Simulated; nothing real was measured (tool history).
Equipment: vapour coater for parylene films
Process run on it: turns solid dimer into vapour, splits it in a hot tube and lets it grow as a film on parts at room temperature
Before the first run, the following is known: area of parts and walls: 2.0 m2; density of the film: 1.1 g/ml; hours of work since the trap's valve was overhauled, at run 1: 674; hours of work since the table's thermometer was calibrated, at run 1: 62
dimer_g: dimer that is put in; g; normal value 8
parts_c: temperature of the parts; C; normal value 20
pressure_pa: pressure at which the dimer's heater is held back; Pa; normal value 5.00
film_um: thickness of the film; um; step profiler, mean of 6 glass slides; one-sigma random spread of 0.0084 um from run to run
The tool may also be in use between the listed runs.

run	hour	dimer_g	parts_c	pressure_pa	hours of work since the trap's valve was overhauled	hours of work since the table's thermometer was calibrated	film_um
1	0.0	8	20	5.00	674	62	1.745
2	19.2	8	20	5.00	688	76	1.744
# hour 24.1: trap's valve overhauled
3	38.1	8	20	5.00	10	87	1.825
4	58.3	8	20	5.00	26	102	1.832
5	75.7	8	20	5.00	39	115	1.842
6	90.5	8	20	5.00	50	127	1.836
7	98.9	8	23	5.00	56	133	1.604
8	109.3	8	13	5.00	64	141	2.511
9	126.5	8	20	5.00	77	154	1.827
10	146.1	8	20	5.00	91	168	1.832
11	161.4	8	20	5.00	103	180	1.827
12	170.1	8	20	5.00	109	186	1.825
13	189.0	8	16	5.00	124	200	2.174
14	204.1	8	16	5.00	135	212	2.170
15	217.5	8	16	5.00	145	222	2.165
16	227.5	8	16	5.00	152	229	2.164
17	242.5	8	16	5.00	164	240	2.167
18	251.9	8	16	5.00	171	247	2.164
19	270.1	8	16	5.00	184	261	2.150
20	280.0	8	16	5.00	192	269	2.147
21	299.6	8	17	5.00	206	283	2.061
22	308.0	8	17	5.00	213	289	2.035
23	327.8	8	20	5.00	228	304	1.791
24	347.9	8	20	6.48	243	319	1.759
25	359.4	8	20	6.48	251	328	1.748
26	374.5	5	20	3.52	263	339	1.164
27	383.8	8	20	5.00	270	346	1.784
28	394.5	8	27	4.30	278	354	1.305
29	413.9	4	13	7.26	292	369	1.166
30	426.9	5	16	2.38	302	379	1.433
31	437.6	5	16	2.38	310	387	1.426
32	446.6	7	27	6.92	317	393	1.100
33	457.1	4	32	11.75	324	401	0.468
34	473.6	11	20	5.00	337	414	2.432
35	492.1	6	14	2.69	351	428	1.839
36	508.5	11	15	3.99	363	440	3.101
37	527.6	6	20	5.00	377	454	1.317
38	536.3	14	27	7.04	384	461	2.167
39	551.6	7	19	5.00	395	472	1.616
40	562.5	5	19	4.62	403	480	1.157
41	580.7	3	19	4.62	417	494	0.685
42	600.9	8	13	11.33	432	509	2.218
43	617.6	8	30	3.50	445	522	1.140
44	628.0	8	30	3.50	453	529	1.143
45	642.7	11	20	5.00	464	540	2.384
46	658.2	8	20	4.06	475	552	1.761
47	673.0	8	20	4.06	486	563	1.757

Predict each of these 3 candidate next runs independently; none follows another, all start after run 47:
A	687.1	9	21	4.82	497	574	?
B	687.1	12	14	5.84	497	574	?
C	687.1	14	18	5.63	497	574	?

run	film_um
A	1.853
B	3.351
C	3.295
Without the tool's hidden state the same runs would have given:
run	film_um
A	1.984
B	3.588
C	3.527
